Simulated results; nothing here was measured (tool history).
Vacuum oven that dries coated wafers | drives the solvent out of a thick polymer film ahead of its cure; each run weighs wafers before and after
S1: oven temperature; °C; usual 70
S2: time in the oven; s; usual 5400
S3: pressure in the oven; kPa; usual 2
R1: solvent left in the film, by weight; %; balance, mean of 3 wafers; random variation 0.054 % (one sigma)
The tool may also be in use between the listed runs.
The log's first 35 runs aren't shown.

| run | day | S1 | S2 | S3 | R1 |
|---|---|---|---|---|---|
| 36 | 21.479 | 67 | 3480 | 1.96 | 4.23 |
| 37 | 22.304 | 67 | 3480 | 1.96 | 4.19 |
| 38 | 23.033 | 67 | 3480 | 1.96 | 4.23 |
| 39 | 23.725 | 60 | 5880 | 4.46 | 5.9 |
| 40 | 24.071 | 63 | 5880 | 2.07 | 3.62 |
| 41 | 24.7 | 72 | 8280 | 1.41 | 1.02 |
| 42 | 25.05 | 72 | 8280 | 1.41 | 1.02 |
| 43 | 25.721 | 72 | 8280 | 1.41 | 0.98 |
| 44 | 26.504 | 70 | 8400 | 5.15 | 3.12 |
| 45 | 27.196 | 63 | 3660 | 2 | 4.92 |
| 46 | 27.596 | 81 | 3120 | 2 | 1.61 |

3 ways to go on from here, each from the tool as it stands after run 46. What would each give?
| A | 28.404 | 73 | 3120 | 2 | ? |
| B | 28.404 | 62 | 8340 | 1.79 | ? |
| C | 28.404 | 72 | 5340 | 1.35 | ? |

| run | R1 |
|---|---|
| A | 3.17 |
| B | 2.51 |
| C | 1.52 |
Without the tool's hidden state the same runs would have given:
| run | R1 |
|---|---|
| A | 3.12 |
| B | 2.44 |
| C | 1.47 |
